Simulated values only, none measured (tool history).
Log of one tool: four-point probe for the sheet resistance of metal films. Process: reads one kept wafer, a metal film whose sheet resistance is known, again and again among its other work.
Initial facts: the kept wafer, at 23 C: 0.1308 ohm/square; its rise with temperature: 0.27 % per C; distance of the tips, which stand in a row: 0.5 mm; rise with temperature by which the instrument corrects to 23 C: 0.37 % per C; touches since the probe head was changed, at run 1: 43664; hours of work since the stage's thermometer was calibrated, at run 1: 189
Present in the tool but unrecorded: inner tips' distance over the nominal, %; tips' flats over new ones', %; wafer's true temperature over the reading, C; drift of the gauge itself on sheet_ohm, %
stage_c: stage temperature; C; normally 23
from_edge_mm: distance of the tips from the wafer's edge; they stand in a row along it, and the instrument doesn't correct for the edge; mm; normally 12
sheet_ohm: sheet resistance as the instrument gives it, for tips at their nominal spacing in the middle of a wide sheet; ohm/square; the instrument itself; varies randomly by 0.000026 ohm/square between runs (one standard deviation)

| run | day | stage_c | from_edge_mm | touches since the probe head was changed | hours of work since the stage's thermometer was calibrated | sheet_ohm |
|---|---|---|---|---|---|---|
| 1 | 0 | 23 | 12 | 43664 | 189 | 0.130761 |
| 2 | 1.279 | 23 | 12 | 44446 | 212 | 0.13077 |
| 3 | 2.233 | 28 | 12 | 45030 | 229 | 0.130065 |
| 4 | 3.604 | 28 | 12 | 45866 | 254 | 0.130111 |
| 5 | 4.533 | 28 | 12 | 46433 | 270 | 0.130094 |
| 6 | 6.279 | 23 | 12 | 47499 | 302 | 0.130716 |
| 7 | 8.25 | 23 | 24 | 48703 | 337 | 0.130556 |

What will run 8 give?
| 8 | 9.862 | 23 | 24 | 49688 | 366 | ? |

sheet_ohm: 0.130608 ohm/square
With no hidden state in the tool, this same run would have given sheet_ohm 0.130826 ohm/square.

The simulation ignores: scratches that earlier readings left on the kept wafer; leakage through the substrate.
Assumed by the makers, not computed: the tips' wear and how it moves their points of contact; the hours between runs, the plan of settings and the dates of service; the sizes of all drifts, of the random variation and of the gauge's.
